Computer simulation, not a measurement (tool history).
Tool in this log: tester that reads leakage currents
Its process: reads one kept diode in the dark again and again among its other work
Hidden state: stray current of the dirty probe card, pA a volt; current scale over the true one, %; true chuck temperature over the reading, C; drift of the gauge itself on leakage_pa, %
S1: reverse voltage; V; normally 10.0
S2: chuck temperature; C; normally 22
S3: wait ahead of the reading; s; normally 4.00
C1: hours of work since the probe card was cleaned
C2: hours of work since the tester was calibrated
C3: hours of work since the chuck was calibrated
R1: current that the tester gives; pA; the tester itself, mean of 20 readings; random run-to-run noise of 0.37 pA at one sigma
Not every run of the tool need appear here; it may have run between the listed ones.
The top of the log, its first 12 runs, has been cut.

{"run": 13, "day": 38.396, "S1": 10.0, "S2": 22, "S3": 4.0, "C1": 716, "C2": 2519, "C3": 1206, "R1": 122.68}
{"run": 14, "day": 41.325, "S1": 10.0, "S2": 22, "S3": 4.0, "C1": 749, "C2": 2553, "C3": 1239, "R1": 122.55}
{"run": 15, "day": 43.375, "S1": 10.0, "S2": 22, "S3": 4.0, "C1": 773, "C2": 2576, "C3": 1263, "R1": 122.45}
{"run": 16, "day": 46.675, "S1": 10.0, "S2": 22, "S3": 4.0, "C1": 810, "C2": 2614, "C3": 1300, "R1": 123.75}
{"run": 17, "day": 50.796, "S1": 10.0, "S2": 22, "S3": 4.0, "C1": 857, "C2": 2661, "C3": 1348, "R1": 123.75}
{"run": 18, "day": 53.858, "S1": 10.0, "S2": 22, "S3": 4.0, "C1": 893, "C2": 2696, "C3": 1383, "R1": 124.22}
{"run": 19, "day": 57.508, "S1": 10.0, "S2": 22, "S3": 4.0, "C1": 934, "C2": 2738, "C3": 1424, "R1": 124.09}
{"run": 20, "day": 59.988, "S1": 10.0, "S2": 22, "S3": 4.0, "C1": 963, "C2": 2767, "C3": 1453, "R1": 124.35}
{"run": 21, "day": 62.667, "S1": 10.6, "S2": 48, "S3": 2.09, "C1": 993, "C2": 2797, "C3": 1483, "R1": 746.62}

The next listed run, before its measurement:
{"run": 22, "day": 65.95, "S1": 2.5, "S2": 49, "S3": 0.53, "C1": 1031, "C2": 2835, "C3": 1521, "R1": "?"}

Run 22 produced R1 405.05 pA.
If the tool had no hidden condition, the same run with the same run-to-run variation would have returned R1 444.96 pA.
